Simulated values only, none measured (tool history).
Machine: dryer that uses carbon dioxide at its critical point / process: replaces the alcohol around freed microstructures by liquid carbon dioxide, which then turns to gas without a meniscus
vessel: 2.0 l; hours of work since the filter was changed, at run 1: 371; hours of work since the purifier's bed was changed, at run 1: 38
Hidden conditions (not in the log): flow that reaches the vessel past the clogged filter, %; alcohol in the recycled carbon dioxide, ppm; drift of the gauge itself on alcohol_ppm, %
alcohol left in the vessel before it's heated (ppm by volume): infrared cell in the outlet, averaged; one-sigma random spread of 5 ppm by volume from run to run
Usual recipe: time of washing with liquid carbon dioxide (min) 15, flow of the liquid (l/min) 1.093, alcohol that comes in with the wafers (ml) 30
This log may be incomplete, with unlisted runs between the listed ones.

run,hour,time of washing with liquid carbon dioxide (min),flow of the liquid (l/min),alcohol that comes in with the wafers (ml),hours of work since the filter was changed,hours of work since the purifier's bed was changed,alcohol left in the vessel before it's heated (ppm by volume)
1,0,15,1.093,30,371,38,56
2,12.4,15,1.37,30,379,47,27
3,25.4,15,1.37,30,388,56,29
4,34.4,15,1.37,30,395,62,29
5,46.7,15,1.093,30,404,71,60
6,56.2,15,1.093,30,410,78,70
7,71.8,15,1.093,30,421,89,58
8,79.5,15,1.093,76,427,94,128

Run 9, settings as shown, results not yet in. Your forecast:
9,88.3,15,1.093,76,433,100,?

alcohol left in the vessel before it's heated (ppm by volume): 129
With no hidden state in the tool, this same run would have given alcohol left in the vessel before it's heated (ppm by volume) 48.
